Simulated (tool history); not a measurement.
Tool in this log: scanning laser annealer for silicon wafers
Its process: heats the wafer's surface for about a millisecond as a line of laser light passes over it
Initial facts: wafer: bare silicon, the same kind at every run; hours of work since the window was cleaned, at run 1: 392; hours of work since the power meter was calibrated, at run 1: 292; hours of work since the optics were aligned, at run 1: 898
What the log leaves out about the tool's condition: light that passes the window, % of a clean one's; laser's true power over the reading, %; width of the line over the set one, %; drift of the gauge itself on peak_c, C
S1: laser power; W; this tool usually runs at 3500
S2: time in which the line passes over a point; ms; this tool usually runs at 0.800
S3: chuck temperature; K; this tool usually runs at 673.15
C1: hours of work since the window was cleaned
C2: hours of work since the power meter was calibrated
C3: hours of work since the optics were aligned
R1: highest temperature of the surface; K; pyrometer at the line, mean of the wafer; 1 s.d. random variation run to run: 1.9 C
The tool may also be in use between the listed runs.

| run | day | S1 | S2 | S3 | C1 | C2 | C3 | R1 |
|---|---|---|---|---|---|---|---|---|
| 1 | 0.000 | 3500 | 0.800 | 673.15 | 392 | 292 | 898 | 1341.15 |
| 2 | 0.612 | 3135 | 0.800 | 673.15 | 403 | 303 | 909 | 1264.15 |
| 3 | 1.138 | 3500 | 0.966 | 673.15 | 412 | 312 | 918 | 1396.15 |
| 4 | 1.492 | 3500 | 0.674 | 673.15 | 418 | 318 | 924 | 1289.15 |
| 5 | 1.979 | 3500 | 0.791 | 673.15 | 427 | 327 | 933 | 1337.15 |
| 6 | 2.429 | 3500 | 0.662 | 673.15 | 435 | 335 | 941 | 1285.15 |
| 7 | 2.850 | 3097 | 0.800 | 673.15 | 443 | 342 | 948 | 1253.15 |
| 8 | 3.554 | 3500 | 0.800 | 643.15 | 455 | 355 | 961 | 1305.15 |
| 9 | 3.900 | 3500 | 0.800 | 643.15 | 461 | 361 | 967 | 1306.15 |
| 10 | 4.367 | 3500 | 0.800 | 643.15 | 470 | 369 | 975 | 1306.15 |
| 11 | 5.071 | 3500 | 0.800 | 673.15 | 482 | 382 | 988 | 1335.15 |
| 12 | 5.529 | 3500 | 0.800 | 673.15 | 490 | 390 | 996 | 1332.15 |
|  | 5.771 | window over the wafer cleaned |
| 13 | 5.925 | 3457 | 0.642 | 644.15 | 3 | 396 | 1001 | 1266.15 |
| 14 | 6.425 | 3770 | 0.916 | 673.15 | 12 | 405 | 1010 | 1467.15 |
| 15 | 6.783 | 3039 | 0.800 | 673.15 | 18 | 411 | 1017 | 1266.15 |
| 16 | 7.225 | 3039 | 0.800 | 673.15 | 26 | 419 | 1025 | 1264.15 |
|  | 7.492 | optics aligned, line set to its width |
| 17 | 7.750 | 3623 | 0.800 | 673.15 | 31 | 424 | 5 | 1381.15 |
| 18 | 8.408 | 3114 | 0.706 | 673.15 | 43 | 436 | 16 | 1240.15 |
| 19 | 8.896 | 3239 | 0.800 | 673.15 | 52 | 445 | 25 | 1298.15 |
| 20 | 9.325 | 3500 | 0.800 | 709.15 | 59 | 452 | 33 | 1388.15 |
| 21 | 9.679 | 3500 | 0.800 | 709.15 | 66 | 459 | 39 | 1388.15 |
| 22 | 10.021 | 3514 | 0.800 | 698.15 | 72 | 465 | 45 | 1379.15 |
| 23 | 10.367 | 3717 | 0.698 | 679.15 | 78 | 471 | 51 | 1357.15 |

What if the next run were any one of these 3? Each begins from the tool's condition after run 23:
|  | 10.712 | optics aligned, line set to its width, once more |
| A | 10.992 | 3126 | 0.983 | 663.15 | 85 | 478 | 5 | ? |
|  | 10.712 | optics aligned, line set to its width, once more |
| B | 10.992 | 2996 | 0.562 | 670.15 | 85 | 478 | 5 | ? |
|  | 10.712 | optics aligned, line set to its width, once more |
| C | 10.992 | 3008 | 0.800 | 673.15 | 85 | 478 | 5 | ? |

| run | R1 |
|---|---|
| A | 1341.15 |
| B | 1179.15 |
| C | 1268.15 |
With the hidden condition removed and each run's random variation left untouched, the same runs would have given:
| run | R1 |
|---|---|
| A | 1344.15 |
| B | 1182.15 |
| C | 1271.15 |
